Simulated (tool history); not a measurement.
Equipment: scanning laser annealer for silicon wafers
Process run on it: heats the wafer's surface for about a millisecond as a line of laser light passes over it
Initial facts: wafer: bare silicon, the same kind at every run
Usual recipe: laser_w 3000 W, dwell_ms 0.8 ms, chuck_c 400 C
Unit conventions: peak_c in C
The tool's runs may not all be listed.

run 1 hour=0 | laser_w=3000 dwell_ms=0.8 chuck_c=400 | peak_c=1130
run 2 hour=34.6 | laser_w=3000 dwell_ms=0.8 chuck_c=400 | peak_c=1129
run 3 hour=65.6 | laser_w=3000 dwell_ms=0.8 chuck_c=400 | peak_c=1129
run 4 hour=86.5 | laser_w=2819 dwell_ms=0.8 chuck_c=400 | peak_c=1078
run 5 hour=108 | laser_w=2819 dwell_ms=0.8 chuck_c=432 | peak_c=1115
run 6 hour=135.9 | laser_w=2819 dwell_ms=0.8 chuck_c=432 | peak_c=1110
run 7 hour=162.7 | laser_w=2819 dwell_ms=0.8 chuck_c=432 | peak_c=1114
run 8 hour=210.4 | laser_w=3000 dwell_ms=0.8 chuck_c=400 | peak_c=1122
run 9 hour=259.3 | laser_w=3000 dwell_ms=0.8 chuck_c=400 | peak_c=1118
run 10 hour=300 | laser_w=2589 dwell_ms=0.8 chuck_c=400 | peak_c=1015
-- hour=305.4 laser's power meter calibrated
run 11 hour=343.2 | laser_w=3000 dwell_ms=0.8 chuck_c=400 | peak_c=1107
run 12 hour=389.2 | laser_w=3000 dwell_ms=0.8 chuck_c=400 | peak_c=1109
-- hour=422.9 window over the wafer cleaned
run 13 hour=422.9 | laser_w=3000 dwell_ms=0.8 chuck_c=400 | peak_c=1146
-- hour=446 laser's power meter calibrated, once more
run 14 hour=453.4 | laser_w=3000 dwell_ms=0.8 chuck_c=391 | peak_c=1156
run 15 hour=501.7 | laser_w=2868 dwell_ms=0.8 chuck_c=370 | peak_c=1097
run 16 hour=524 | laser_w=2555 dwell_ms=0.938 chuck_c=390 | peak_c=1093
run 17 hour=550.1 | laser_w=3000 dwell_ms=0.626 chuck_c=439 | peak_c=1098
run 18 hour=581 | laser_w=2797 dwell_ms=0.692 chuck_c=433 | peak_c=1080
run 19 hour=632.3 | laser_w=3089 dwell_ms=0.936 chuck_c=400 | peak_c=1249
run 20 hour=658.7 | laser_w=3108 dwell_ms=0.879 chuck_c=415 | peak_c=1238
run 21 hour=691.4 | laser_w=3000 dwell_ms=0.706 chuck_c=400 | peak_c=1098
run 22 hour=712.8 | laser_w=3000 dwell_ms=0.706 chuck_c=400 | peak_c=1098
run 23 hour=762.8 | laser_w=2562 dwell_ms=0.681 chuck_c=395 | peak_c=973
run 24 hour=793.5 | laser_w=2562 dwell_ms=0.681 chuck_c=395 | peak_c=971
run 25 hour=831.4 | laser_w=3290 dwell_ms=0.908 chuck_c=436 | peak_c=1318
run 26 hour=870.4 | laser_w=3000 dwell_ms=0.561 chuck_c=367 | peak_c=969
run 27 hour=907 | laser_w=3031 dwell_ms=0.617 chuck_c=367 | peak_c=1015
run 28 hour=939.3 | laser_w=3031 dwell_ms=0.617 chuck_c=367 | peak_c=1010

Results for each run, recomputed without the tool's hidden state and with each run's random variation untouched:
What the log doesn't record here: light that passes the window, % of a clean one's; laser's true power over the reading, %; width of the line over the set one, %; drift of the gauge itself on peak_c, C.
run=1 peak_c=1168
run=2 peak_c=1169
run=3 peak_c=1171
run=4 peak_c=1118
run=5 peak_c=1156
run=6 peak_c=1152
run=7 peak_c=1157
run=8 peak_c=1171
run=9 peak_c=1169
run=10 peak_c=1060
run=11 peak_c=1167
run=12 peak_c=1170
run=13 peak_c=1171
run=14 peak_c=1163
run=15 peak_c=1105
run=16 peak_c=1102
run=17 peak_c=1108
run=18 peak_c=1092
run=19 peak_c=1266
run=20 peak_c=1256
run=21 peak_c=1115
run=22 peak_c=1116
run=23 peak_c=990
run=24 peak_c=989
run=25 peak_c=1347
run=26 peak_c=991
run=27 peak_c=1040
run=28 peak_c=1037
